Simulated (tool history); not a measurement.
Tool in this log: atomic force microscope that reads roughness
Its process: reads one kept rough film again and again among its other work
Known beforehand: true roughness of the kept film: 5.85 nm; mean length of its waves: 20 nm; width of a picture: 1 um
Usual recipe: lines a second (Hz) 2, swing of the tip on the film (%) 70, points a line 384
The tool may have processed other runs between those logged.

run,hour,lines a second (Hz),swing of the tip on the film (%),points a line,roughness of the kept film (nm (root mean square))
1,0,2,70,384,2.513
2,56.9,2,66,384,2.118
# hour 105.3: new tip fitted
3,106.1,2,66,384,3.416
4,152.9,2,66,384,2.794
5,202.3,2,66,384,2.375
6,254.1,2,66,384,2.036
# hour 265.9: new tip fitted
7,302.1,3.8,73,439,2.602
8,338.8,0.7,82,384,2.519
9,390.5,0.7,82,384,2.137
10,419.4,3.18,74,310,1.774

Branching from run 10: 4 alternative next runs. What would each branch give?
# hour 429: new tip fitted
A,452.1,2,70,634,?
# hour 429: new tip fitted
B,452.1,2,84,384,?
# hour 429: new tip fitted
C,452.1,2,70,297,?
# hour 429: new tip fitted
D,452.1,1.24,71,437,?

run,roughness of the kept film (nm (root mean square))
A,3.008
B,2.781
C,2.941
D,3.046
Had the tool no hidden state, the same runs would have come out as:
run,roughness of the kept film (nm (root mean square))
A,3.45
B,3.19
C,3.374
D,3.495
